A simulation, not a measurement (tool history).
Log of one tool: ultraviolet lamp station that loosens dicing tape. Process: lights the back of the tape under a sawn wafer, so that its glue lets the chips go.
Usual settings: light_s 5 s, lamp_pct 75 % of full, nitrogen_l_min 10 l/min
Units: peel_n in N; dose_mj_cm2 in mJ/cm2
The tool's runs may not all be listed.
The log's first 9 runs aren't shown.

| run | day | light_s | lamp_pct | nitrogen_l_min | peel_n | dose_mj_cm2 |
|---|---|---|---|---|---|---|
| 10 | 14.788 | 5 | 75 | 10 | 0.396 | 369 |
| 11 | 15.888 | 6 | 75 | 10 | 0.277 | 436 |
|  | 16.85 | window cleaned of glue's vapour |
| 12 | 17.008 | 5 | 75 | 10 | 0.402 | 372 |
| 13 | 19.058 | 5 | 75 | 10 | 0.406 | 370 |
| 14 | 20.738 | 5 | 75 | 13 | 0.338 | 368 |
| 15 | 22.429 | 5 | 75 | 10 | 0.384 | 368 |
| 16 | 23.846 | 5 | 75 | 10 | 0.41 | 366 |
| 17 | 25.192 | 5 | 75 | 10 | 0.387 | 363 |
| 18 | 26.6 | 5 | 75 | 10 | 0.384 | 365 |

Run 19 comes next. What will it give?
| 19 | 28.371 | 5 | 75 | 5 | ? | ? |

Run 19 gave peel_n 0.628 N, dose_mj_cm2 362 mJ/cm2.
Without the tool's hidden state the same run would have given peel_n 0.624 N, dose_mj_cm2 363 mJ/cm2.
